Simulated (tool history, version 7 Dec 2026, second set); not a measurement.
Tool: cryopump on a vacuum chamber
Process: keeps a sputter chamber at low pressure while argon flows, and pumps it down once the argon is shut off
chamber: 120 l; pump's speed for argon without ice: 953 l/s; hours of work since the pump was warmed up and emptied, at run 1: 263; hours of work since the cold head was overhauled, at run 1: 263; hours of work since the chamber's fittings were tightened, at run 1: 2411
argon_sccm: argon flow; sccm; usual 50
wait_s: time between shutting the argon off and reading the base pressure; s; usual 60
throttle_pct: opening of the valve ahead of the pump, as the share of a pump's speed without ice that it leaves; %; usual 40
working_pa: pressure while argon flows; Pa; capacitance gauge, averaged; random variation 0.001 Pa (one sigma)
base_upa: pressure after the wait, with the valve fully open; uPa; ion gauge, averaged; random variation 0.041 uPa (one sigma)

run,day,argon_sccm,wait_s,throttle_pct,hours of work since the pump was warmed up and emptied,hours of work since the cold head was overhauled,hours of work since the chamber's fittings were tightened,working_pa,base_upa
1,0,50,60,40,263,263,2411,0.2276,4.98
2,1.85,50,60,40,297,297,2444,0.2289,5.23
3,3.142,50,60,40,320,320,2467,0.2285,5.27
4,5,50,60,40,353,353,2501,0.23,5.14
5,6.075,50,60,40,372,372,2520,0.2293,5.19
6,7.646,50,60,40,401,401,2548,0.2297,5.35
7,9.312,50,60,40,430,430,2578,0.2315,5.55
8,10.917,50,60,40,459,459,2607,0.2315,5.46
9,12.133,50,60,40,481,481,2629,0.2323,5.46
10,13.354,50,60,40,503,503,2651,0.2316,5.64
11,15.158,50,60,40,535,535,2683,0.235,5.55
12,16.462,50,60,40,559,559,2706,0.2343,5.71
13,18.3,50,60,40,592,592,2739,0.2356,5.81
14,19.288,50,60,40,610,610,2757,0.2354,5.63
15,21.133,50,60,40,643,643,2790,0.236,5.63
16,22.529,50,60,40,668,668,2815,0.2371,5.96
17,24.088,50,44,40,696,696,2843,0.2375,6.69
18,25.296,50,33,40,717,717,2865,0.238,7.65
19,26.404,60,91,40,737,737,2885,0.2891,5.33

The next listed run, before its measurement:
20,27.596,60,91,40,759,759,2906,?,?

{"run 20": {"working_pa": 0.2878, "base_upa": 5.51}}
Without the tool's hidden state the same run would have given working_pa 0.2661 Pa, base_upa 1.76 uPa.

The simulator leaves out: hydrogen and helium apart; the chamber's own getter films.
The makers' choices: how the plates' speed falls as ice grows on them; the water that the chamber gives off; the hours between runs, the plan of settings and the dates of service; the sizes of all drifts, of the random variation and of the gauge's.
